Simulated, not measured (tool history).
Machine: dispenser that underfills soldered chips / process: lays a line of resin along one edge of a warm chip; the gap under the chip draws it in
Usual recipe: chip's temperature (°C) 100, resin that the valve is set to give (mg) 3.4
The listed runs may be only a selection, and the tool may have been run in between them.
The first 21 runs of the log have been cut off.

run	day	chip's temperature (°C)	resin that the valve is set to give (mg)	time until the resin shows at the far edge (s)	resin that the valve gave (mg)
22	4.333	100	3.06	14.8	2.989
# day 4.517: new syringe of resin
23	4.567	102	3.92	11.2	3.821
24	4.683	99	3.46	13.2	3.376
25	4.85	104	2.98	12.4	2.904
26	5.054	104	2.98	13.9	2.903
# day 5.171: new syringe of resin
27	5.242	104	2.98	11.1	2.891
28	5.4	115	4.03	7.4	3.916
29	5.529	110	4.28	9.7	4.153
30	5.679	112	4.11	10.1	3.976
# day 5.817: new syringe of resin
31	5.854	98	3.88	13.1	3.745
32	6.079	102	3.4	12.9	3.288
33	6.358	102	3.4	15.1	3.279
# day 6.471: new syringe of resin
34	6.575	114	3.42	7.7	3.299
35	6.833	103	3.89	12.3	3.747

What if the next run were any one of these 4? Each begins from the tool's condition after run 35:
A	7.1	100	3.65	?	?
B	7.1	100	3.71	?	?
C	7.1	100	3.82	?	?
D	7.1	89	4.31	?	?

run	time until the resin shows at the far edge (s)	resin that the valve gave (mg)
A	16	3.503
B	16.3	3.568
C	16.4	3.668
D	24.4	4.135
Without the tool's unlogged condition, the same runs would have read:
run	time until the resin shows at the far edge (s)	resin that the valve gave (mg)
A	11.7	3.647
B	11.9	3.715
C	12.1	3.82
D	17.9	4.305
